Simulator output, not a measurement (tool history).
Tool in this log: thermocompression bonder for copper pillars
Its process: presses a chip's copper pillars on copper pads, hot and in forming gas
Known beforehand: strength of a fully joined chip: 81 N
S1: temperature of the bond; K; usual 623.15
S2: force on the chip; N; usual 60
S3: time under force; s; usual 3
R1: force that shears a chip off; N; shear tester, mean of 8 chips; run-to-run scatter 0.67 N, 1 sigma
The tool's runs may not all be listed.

run   hour      S1  S2  S3    R1
  1    0.0  623.15  60   3  38.5
  2   22.5  623.15  60   3  39.0
  3   48.1  623.15  60   3  36.8
  4   83.5  623.15  60   3  37.5
  5  111.2  623.15  60   3  38.0
     133.5  -- forming gas filter changed
  6  139.9  623.15  60   3  39.8
  7  185.7  641.15  64   3  50.1
  8  229.5  641.15  60   3  47.4
  9  268.9  641.15  60   3  46.2
 10  293.6  641.15  60   3  47.0
 11  322.5  623.15  60   2  32.7

Branching from run 11: 5 alternative next runs. What would each branch give?
  A  364.5  631.15  63   2   ?
  B  364.5  623.15  78   3   ?
  C  364.5  602.15  82   4   ?
  D  364.5  637.15  54   2   ?
  E  364.5  597.15  60   2   ?

run    R1
  A  35.3
  B  46.4
  C  41.4
  D  32.2
  E  21.8
What these runs would have given with no unlogged condition in the tool:
run    R1
  A  43.4
  B  55.7
  C  50.8
  D  39.8
  E  27.9

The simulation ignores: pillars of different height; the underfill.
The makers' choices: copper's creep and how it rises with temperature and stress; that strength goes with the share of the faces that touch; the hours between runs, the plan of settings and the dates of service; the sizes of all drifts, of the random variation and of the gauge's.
